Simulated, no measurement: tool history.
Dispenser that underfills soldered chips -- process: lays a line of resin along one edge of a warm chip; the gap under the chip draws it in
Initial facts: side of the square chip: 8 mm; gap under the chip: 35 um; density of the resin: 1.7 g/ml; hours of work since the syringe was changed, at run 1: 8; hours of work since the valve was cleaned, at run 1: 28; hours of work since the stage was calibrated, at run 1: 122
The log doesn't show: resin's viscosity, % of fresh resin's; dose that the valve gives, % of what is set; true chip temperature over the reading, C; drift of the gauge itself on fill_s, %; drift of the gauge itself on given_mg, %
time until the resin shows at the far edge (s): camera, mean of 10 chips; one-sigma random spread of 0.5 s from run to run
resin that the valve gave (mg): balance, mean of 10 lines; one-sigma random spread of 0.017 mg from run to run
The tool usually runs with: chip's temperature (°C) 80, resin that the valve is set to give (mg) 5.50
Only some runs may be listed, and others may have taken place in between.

| run | hour | chip's temperature (°C) | resin that the valve is set to give (mg) | hours of work since the syringe was changed | hours of work since the valve was cleaned | hours of work since the stage was calibrated | time until the resin shows at the far edge (s) | resin that the valve gave (mg) |
|---|---|---|---|---|---|---|---|---|
| 1 | 0.0 | 80 | 5.50 | 8 | 28 | 122 | 77.9 | 5.40 |
|  | 5.6 | new syringe of resin |
| 2 | 13.4 | 80 | 5.50 | 6 | 37 | 131 | 67.6 | 5.36 |
|  | 22.1 | new syringe of resin |
| 3 | 22.1 | 80 | 5.50 | 0 | 43 | 137 | 40.0 | 5.38 |
| 4 | 34.9 | 80 | 5.50 | 9 | 52 | 146 | 85.4 | 5.34 |
|  | 38.9 | new syringe of resin |
| 5 | 49.9 | 80 | 5.50 | 8 | 62 | 157 | 77.4 | 5.33 |
|  | 56.1 | new syringe of resin |
|  | 58.2 | dispensing valve cleaned and set on the balance |
| 6 | 62.3 | 80 | 5.50 | 4 | 3 | 165 | 55.5 | 5.49 |
|  | 73.5 | new syringe of resin |
| 7 | 75.3 | 80 | 5.50 | 1 | 12 | 174 | 45.2 | 5.46 |
| 8 | 84.4 | 80 | 5.50 | 8 | 18 | 180 | 77.8 | 5.43 |
|  | 90.4 | new syringe of resin |
| 9 | 93.3 | 76 | 5.50 | 2 | 25 | 186 | 55.4 | 5.43 |
| 10 | 106.1 | 84 | 5.50 | 11 | 34 | 195 | 90.0 | 5.41 |
|  | 107.4 | new syringe of resin |
| 11 | 112.8 | 84 | 5.50 | 4 | 38 | 200 | 48.2 | 5.37 |
|  | 123.7 | new syringe of resin |
| 12 | 127.1 | 84 | 5.50 | 2 | 48 | 210 | 43.0 | 5.35 |
| 13 | 135.3 | 88 | 5.06 | 8 | 54 | 216 | 61.4 | 4.90 |
|  | 139.9 | new syringe of resin |
| 14 | 150.3 | 68 | 5.77 | 7 | 64 | 226 | 119.5 | 5.55 |
|  | 155.0 | dispensing valve cleaned and set on the balance |
|  | 157.5 | new syringe of resin |
| 15 | 167.2 | 68 | 5.77 | 7 | 8 | 237 | 114.1 | 5.73 |
|  | 174.0 | new syringe of resin |
| 16 | 176.9 | 78 | 5.84 | 2 | 15 | 244 | 50.2 | 5.77 |

Here are 5 independent what-if runs from the current tool condition. What would each one return?
| A | 188.0 | 71 | 5.24 | 10 | 23 | 252 | ? | ? |
| B | 188.0 | 67 | 5.23 | 10 | 23 | 252 | ? | ? |
| C | 188.0 | 92 | 6.10 | 10 | 23 | 252 | ? | ? |
| D | 188.0 | 78 | 4.70 | 10 | 23 | 252 | ? | ? |
| E | 188.0 | 78 | 5.66 | 10 | 23 | 252 | ? | ? |

| run | time until the resin shows at the far edge (s) | resin that the valve gave (mg) |
|---|---|---|
| A | 134.9 | 5.14 |
| B | 157.8 | 5.18 |
| C | 60.6 | 6.00 |
| D | 105.2 | 4.60 |
| E | 99.5 | 5.57 |
Had the tool no hidden state, the same runs would have come out as:
| run | time until the resin shows at the far edge (s) | resin that the valve gave (mg) |
|---|---|---|
| A | 58.6 | 5.23 |
| B | 68.3 | 5.26 |
| C | 26.5 | 6.10 |
| D | 45.2 | 4.68 |
| E | 42.9 | 5.66 |
